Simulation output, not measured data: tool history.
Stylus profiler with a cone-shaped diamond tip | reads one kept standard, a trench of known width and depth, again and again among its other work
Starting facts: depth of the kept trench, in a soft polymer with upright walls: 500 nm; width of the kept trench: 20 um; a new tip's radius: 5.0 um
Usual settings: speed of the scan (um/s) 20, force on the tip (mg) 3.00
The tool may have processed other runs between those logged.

run	hour	speed of the scan (um/s)	force on the tip (mg)	depth of the trench (angstrom)	width of the trench's floor (um)
1	0.0	20	3.00	5072.6	15.53
2	9.6	20	5.83	5111.8	15.59
3	23.8	32	5.83	5113.9	15.50
4	32.7	32	5.83	5112.7	15.48
5	40.3	32	5.83	5110.6	15.55
6	54.0	32	5.83	5110.9	15.46
7	66.1	20	3.00	5074.5	15.56
8	76.9	20	3.00	5073.4	15.51
9	84.7	20	3.00	5076.4	15.55
10	95.3	20	3.00	5074.6	15.52
11	110.6	20	3.00	5075.3	15.58
12	119.4	20	3.00	5074.0	15.57
13	126.9	15	3.00	5072.5	15.56
14	138.7	15	3.00	5075.6	15.54
15	147.4	20	1.44	5047.4	15.47
16	154.6	20	3.17	5077.6	15.53
17	166.5	20	3.17	5078.2	15.50
18	178.8	20	3.17	5076.0	15.52
19	194.5	20	3.17	5077.6	15.51
20	204.4	20	2.78	5072.1	15.50
21	217.0	20	2.78	5070.6	15.50
22	226.8	20	4.09	5090.1	15.58
23	235.0	20	4.09	5088.9	15.50

Predict the results of run 24:
24	242.3	14	4.05	?	?

depth of the trench (angstrom): 5091.2
width of the trench's floor (um): 15.56
If the tool had no hidden condition, the same run with the same run-to-run variation would have returned depth of the trench (angstrom) 5085.7, width of the trench's floor (um) 15.63.
